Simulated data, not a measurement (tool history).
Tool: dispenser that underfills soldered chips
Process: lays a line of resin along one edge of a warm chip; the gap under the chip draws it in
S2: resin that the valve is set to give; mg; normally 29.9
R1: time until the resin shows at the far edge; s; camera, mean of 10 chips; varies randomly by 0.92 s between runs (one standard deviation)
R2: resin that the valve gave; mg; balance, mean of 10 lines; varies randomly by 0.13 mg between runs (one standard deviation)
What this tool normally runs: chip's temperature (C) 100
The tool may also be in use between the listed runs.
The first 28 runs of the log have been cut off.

Run 29, hour 116.6: usual settings but chip's temperature (C) 114, S2 28.7 mg. Result: R1 71.7 s, R2 27.4 mg.
At hour 120.8: new syringe of resin.
Run 30, hour 122.3: usual settings but chip's temperature (C) 97, S2 32.2 mg. Result: R1 103.3 s, R2 30.45 mg.
Run 31, hour 127.8: usual settings but chip's temperature (C) 99, S2 37.8 mg. Result: R1 113.3 s, R2 35.63 mg.
At hour 130.5: new syringe of resin.
Run 32, hour 132.4: usual settings but chip's temperature (C) 110, S2 28.2 mg. Result: R1 71.7 s, R2 26.62 mg.
Run 33, hour 136.6: usual settings but S2 30.4 mg. Result: R1 106.3 s, R2 28.72 mg.
At hour 140: new syringe of resin.
Run 34, hour 142.2: usual settings but S2 30.4 mg. Result: R1 95.3 s, R2 28.62 mg.
At hour 144.8: dispensing valve cleaned and set on the balance.
Run 35, hour 146.6: usual settings but chip's temperature (C) 107, S2 25.9 mg. Result: R1 89.2 s, R2 25.72 mg.
Run 36, hour 149: usual settings but chip's temperature (C) 101, S2 38.3 mg. Result: R1 106.7 s, R2 38.39 mg.

4 ways to go on from here, each from the tool as it stands after run 36. What would each give?
At hour 150.8: new syringe of resin.
Run A, hour 154.7: usual settings but chip's temperature (C) 87, S2 26.8 mg. Result: R1 ?, R2 ?.
At hour 150.8: new syringe of resin.
Run B, hour 154.7: usual settings but chip's temperature (C) 102. Result: R1 ?, R2 ?.
At hour 150.8: new syringe of resin.
Run C, hour 154.7: usual settings but chip's temperature (C) 88, S2 38.3 mg. Result: R1 ?, R2 ?.
At hour 150.8: new syringe of resin.
Run D, hour 154.7: usual settings but chip's temperature (C) 114, S2 26.5 mg. Result: R1 ?, R2 ?.

run     R1     R2
  A  159.3   26.3
  B   93.8  29.51
  C  141.9  38.13
  D   69.9  26.39
What these runs would have given with no unlogged condition in the tool:
run     R1     R2
  A  137.4  26.53
  B     81  29.76
  C  122.6  38.45
  D   60.5  26.61
